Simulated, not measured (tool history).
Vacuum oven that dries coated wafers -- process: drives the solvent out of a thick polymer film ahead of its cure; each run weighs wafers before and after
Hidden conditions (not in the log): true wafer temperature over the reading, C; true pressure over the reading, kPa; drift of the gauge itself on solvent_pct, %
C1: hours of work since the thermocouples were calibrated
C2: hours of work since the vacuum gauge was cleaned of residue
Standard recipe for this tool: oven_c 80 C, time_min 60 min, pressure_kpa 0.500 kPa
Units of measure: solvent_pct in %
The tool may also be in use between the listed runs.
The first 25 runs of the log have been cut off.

Run 26, day 10.325: usual settings but time_min 42 min, pressure_kpa 0.669 kPa; C1 483; C2 564. Result: solvent_pct 3.01 %.
At day 10.442: vacuum gauge cleaned of residue and calibrated.
Run 27, day 11.029: usual settings but oven_c 76 C, time_min 42 min, pressure_kpa 0.669 kPa; C1 495; C2 11. Result: solvent_pct 4.47 %.
Run 28, day 11.379: usual settings but oven_c 76 C, time_min 42 min, pressure_kpa 0.669 kPa; C1 502; C2 17. Result: solvent_pct 4.53 %.
Run 29, day 11.979: usual settings but oven_c 66 C, time_min 49 min; C1 513; C2 29. Result: solvent_pct 7.70 %.
Run 30, day 12.338: usual settings but oven_c 93 C, pressure_kpa 0.401 kPa; C1 519; C2 35. Result: solvent_pct 0.13 %.
At day 12.608: vacuum gauge cleaned of residue and calibrated, once more.
Run 31, day 12.808: usual settings but oven_c 73 C, pressure_kpa 1.155 kPa; C1 527; C2 4. Result: solvent_pct 3.98 %.
Run 32, day 13.233: usual settings but pressure_kpa 0.667 kPa; C1 535; C2 12. Result: solvent_pct 1.58 %.
Run 33, day 13.858: usual settings but oven_c 92 C, time_min 59 min, pressure_kpa 1.456 kPa; C1 546; C2 23. Result: solvent_pct 0.27 %.
Run 34, day 14.362: usual settings but time_min 37 min, pressure_kpa 0.354 kPa; C1 556; C2 33. Result: solvent_pct 3.57 %.
Run 35, day 14.717: usual settings but oven_c 68 C, time_min 90 min, pressure_kpa 1.848 kPa; C1 562; C2 39. Result: solvent_pct 4.19 %.
Run 36, day 15.008: usual settings but oven_c 71 C, time_min 44 min, pressure_kpa 1.256 kPa; C1 568; C2 45. Result: solvent_pct 6.38 %.
Run 37, day 15.342: usual settings but oven_c 71 C, time_min 44 min, pressure_kpa 1.256 kPa; C1 574; C2 51. Result: solvent_pct 6.40 %.
Run 38, day 15.758: usual settings but oven_c 95 C, time_min 40 min, pressure_kpa 1.256 kPa; C1 582; C2 58. Result: solvent_pct 0.35 %.
Run 39, day 16.083: usual settings but time_min 76 min, pressure_kpa 1.957 kPa; C1 588; C2 65. Result: solvent_pct 1.23 %.
Run 40, day 16.521: usual settings but oven_c 79 C, time_min 107 min, pressure_kpa 0.277 kPa; C1 596; C2 73. Result: solvent_pct 0.40 %.
Run 41, day 17.017: usual settings but oven_c 79 C, time_min 107 min, pressure_kpa 0.277 kPa; C1 605; C2 82. Result: solvent_pct 0.39 %.
Run 42, day 17.354: usual settings but oven_c 66 C, time_min 98 min, pressure_kpa 1.516 kPa; C1 611; C2 88. Result: solvent_pct 4.50 %.
Run 43, day 17.842: usual settings but oven_c 68 C, time_min 49 min, pressure_kpa 0.504 kPa; C1 621; C2 97. Result: solvent_pct 6.89 %.
Run 44, day 18.454: usual settings but oven_c 68 C, time_min 49 min, pressure_kpa 0.504 kPa; C1 632; C2 109. Result: solvent_pct 6.89 %.
Run 45, day 19.054: usual settings but oven_c 69 C, time_min 34 min, pressure_kpa 1.340 kPa; C1 643; C2 120. Result: solvent_pct 8.43 %.
Run 46, day 19.333: usual settings but oven_c 69 C, time_min 34 min, pressure_kpa 1.340 kPa; C1 648; C2 125. Result: solvent_pct 8.48 %.
Run 47, day 19.608: usual settings but oven_c 69 C, time_min 34 min, pressure_kpa 1.340 kPa; C1 653; C2 130. Result: solvent_pct 8.41 %.

Branching from run 47: 4 alternative next runs. What would each branch give?
Run A, day 20.138: usual settings but oven_c 69 C, time_min 34 min, pressure_kpa 1.897 kPa; C1 663; C2 140. Result: solvent_pct ?.
Run B, day 20.138: usual settings but oven_c 65 C, time_min 78 min; C1 663; C2 140. Result: solvent_pct ?.
Run C, day 20.138: usual settings but oven_c 69 C, pressure_kpa 1.015 kPa; C1 663; C2 140. Result: solvent_pct ?.
Run D, day 20.138: usual settings but oven_c 69 C, time_min 98 min, pressure_kpa 1.340 kPa; C1 663; C2 140. Result: solvent_pct ?.

run  solvent_pct
  A         8.55
  B         5.81
  C         5.60
  D         3.28
The same runs, with their run-to-run variation unchanged, on a tool lacking any hidden condition would have given:
run  solvent_pct
  A         8.25
  B         5.45
  C         5.25
  D         2.97
